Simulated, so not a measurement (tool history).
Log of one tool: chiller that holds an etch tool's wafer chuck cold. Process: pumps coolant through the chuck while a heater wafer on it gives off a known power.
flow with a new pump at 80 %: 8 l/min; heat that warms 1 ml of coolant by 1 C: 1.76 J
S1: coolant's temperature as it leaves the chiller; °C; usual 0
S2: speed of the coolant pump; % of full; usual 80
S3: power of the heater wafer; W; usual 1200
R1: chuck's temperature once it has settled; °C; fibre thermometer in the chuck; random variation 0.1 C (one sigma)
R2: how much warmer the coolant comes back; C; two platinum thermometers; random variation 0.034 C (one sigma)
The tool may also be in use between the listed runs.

Run 1, hour 0.0: usual settings. Result: R1 10.6 °C, R2 5.17 C.
Run 2, hour 40.9: usual settings. Result: R1 10.5 °C, R2 5.18 C.
Run 3, hour 72.1: usual settings. Result: R1 10.7 °C, R2 5.05 C.
Run 4, hour 91.8: usual settings. Result: R1 10.5 °C, R2 5.06 C.
Run 5, hour 132.6: usual settings but S3 815 W. Result: R1 7.0 °C, R2 3.42 C.
Run 6, hour 164.5: usual settings but S3 1026 W. Result: R1 9.0 °C, R2 4.30 C.
Run 7, hour 198.4: usual settings but S3 1026 W. Result: R1 9.1 °C, R2 4.30 C.
Run 8, hour 237.9: usual settings but S2 81 % of full, S3 1074 W. Result: R1 9.3 °C, R2 4.45 C.
Run 9, hour 278.0: usual settings but S2 81 % of full, S3 1074 W. Result: R1 9.1 °C, R2 4.39 C.
Run 10, hour 303.2: usual settings but S1 9 °C, S2 76 % of full, S3 816 W. Result: R1 16.5 °C, R2 3.48 C.
Run 11, hour 346.2: usual settings but S1 -7 °C, S2 76 % of full, S3 1157 W. Result: R1 3.6 °C, R2 5.09 C.
Run 12, hour 381.1: usual settings but S1 -7 °C, S2 76 % of full, S3 1157 W. Result: R1 3.7 °C, R2 5.01 C.
Run 13, hour 418.0: usual settings but S1 -9 °C, S2 67 % of full, S3 824 W. Result: R1 -0.5 °C, R2 4.04 C.
Run 14, hour 442.8: usual settings but S1 -9 °C, S2 67 % of full, S3 824 W. Result: R1 -0.5 °C, R2 4.00 C.

The same runs without the tool's hidden state, with the same run-to-run variation:
The hidden state here: heat passed by the chuck's channels, % of clean ones'; flow at a given pump speed, % of a new pump's; coolant's true temperature over the reading, C; drift of the gauge itself on chuck_c, C; drift of the gauge itself on warmer_back_c, C.
run    R2
  1  5.16
  2  5.19
  3  5.07
  4  5.10
  5  3.47
  6  4.36
  7  4.38
  8  4.54
  9  4.51
 10  3.61
 11  5.23
 12  5.17
 13  4.21
 14  4.19
R1: within 0.1 °C of the measured result in every run.

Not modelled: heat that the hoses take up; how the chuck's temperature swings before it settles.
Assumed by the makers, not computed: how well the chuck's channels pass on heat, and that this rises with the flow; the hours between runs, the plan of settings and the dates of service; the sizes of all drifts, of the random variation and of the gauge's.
